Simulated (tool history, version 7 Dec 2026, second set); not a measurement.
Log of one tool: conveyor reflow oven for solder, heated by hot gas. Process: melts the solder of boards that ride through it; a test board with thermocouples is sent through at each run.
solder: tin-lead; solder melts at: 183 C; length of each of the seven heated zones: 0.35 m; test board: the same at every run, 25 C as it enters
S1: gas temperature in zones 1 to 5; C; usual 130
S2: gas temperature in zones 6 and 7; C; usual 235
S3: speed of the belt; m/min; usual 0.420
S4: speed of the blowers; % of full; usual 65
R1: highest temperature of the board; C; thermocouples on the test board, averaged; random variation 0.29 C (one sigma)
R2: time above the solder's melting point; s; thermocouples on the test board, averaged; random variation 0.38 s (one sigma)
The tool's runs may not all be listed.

| run | hour | S1 | S2 | S3 | S4 | R1 | R2 |
|---|---|---|---|---|---|---|---|
| 1 | 0.0 | 130 | 235 | 0.420 | 65 | 213.3 | 66.2 |
| 2 | 31.5 | 130 | 242 | 0.420 | 65 | 219.2 | 73.7 |
| 3 | 51.5 | 130 | 235 | 0.420 | 81 | 217.3 | 72.4 |
| 4 | 74.8 | 130 | 235 | 0.420 | 81 | 217.0 | 72.2 |
| 5 | 105.8 | 130 | 235 | 0.420 | 67 | 213.6 | 66.9 |
| 6 | 121.2 | 130 | 235 | 0.420 | 67 | 213.3 | 67.0 |
| 7 | 152.7 | 130 | 235 | 0.420 | 67 | 213.5 | 66.8 |
| 8 | 172.7 | 130 | 235 | 0.420 | 65 | 212.6 | 65.6 |
| 9 | 203.9 | 130 | 243 | 0.420 | 65 | 219.4 | 72.9 |
| 10 | 240.7 | 130 | 243 | 0.420 | 65 | 219.7 | 73.1 |
| 11 | 262.7 | 131 | 224 | 0.384 | 51 | 202.1 | 55.9 |
|  | 289.2 | flux residue cleaned out of gas plates and filters |
| 12 | 289.8 | 131 | 224 | 0.384 | 51 | 203.2 | 57.5 |
| 13 | 307.0 | 139 | 235 | 0.420 | 65 | 216.1 | 73.5 |
| 14 | 335.8 | 139 | 235 | 0.420 | 65 | 215.7 | 73.7 |
| 15 | 358.1 | 144 | 235 | 0.420 | 65 | 217.1 | 77.6 |
| 16 | 390.8 | 120 | 236 | 0.420 | 50 | 206.3 | 52.1 |
| 17 | 408.3 | 136 | 235 | 0.420 | 56 | 211.5 | 67.5 |
| 18 | 445.0 | 136 | 235 | 0.420 | 56 | 211.7 | 66.7 |
| 19 | 469.8 | 130 | 247 | 0.420 | 64 | 223.1 | 77.5 |
| 20 | 501.6 | 130 | 234 | 0.373 | 65 | 217.4 | 80.8 |

Measured less the same run without the tool's hidden state. The same run-to-run variation is in both; the gauge's scatter may not be:
The hidden state here: heat that the gas passes to the board, % of a clean oven's; belt's true speed, % of the reading; true gas temperature in zones 6 and 7 over the reading, C; drift of the gauge itself on peak_c, C; drift of the gauge itself on liquid_s, %.
| run | R1 | R2 |
|---|---|---|
| 1 | -0.1 | +0.5 |
| 2 | -0.2 | +0.4 |
| 3 | -0.3 | +0.3 |
| 4 | -0.4 | +0.2 |
| 5 | -0.4 | +0.1 |
| 6 | -0.4 | +0.0 |
| 7 | -0.5 | +0.0 |
| 8 | -0.6 | -0.1 |
| 9 | -0.6 | +0.1 |
| 10 | -0.7 | +0.0 |
| 11 | -0.4 | -0.4 |
| 12 | +0.8 | +2.2 |
| 13 | +0.7 | +1.8 |
| 14 | +0.7 | +1.7 |
| 15 | +0.6 | +1.7 |
| 16 | +0.7 | +1.8 |
| 17 | +0.6 | +1.7 |
| 18 | +0.5 | +1.6 |
| 19 | +0.4 | +1.4 |
| 20 | +0.4 | +1.5 |

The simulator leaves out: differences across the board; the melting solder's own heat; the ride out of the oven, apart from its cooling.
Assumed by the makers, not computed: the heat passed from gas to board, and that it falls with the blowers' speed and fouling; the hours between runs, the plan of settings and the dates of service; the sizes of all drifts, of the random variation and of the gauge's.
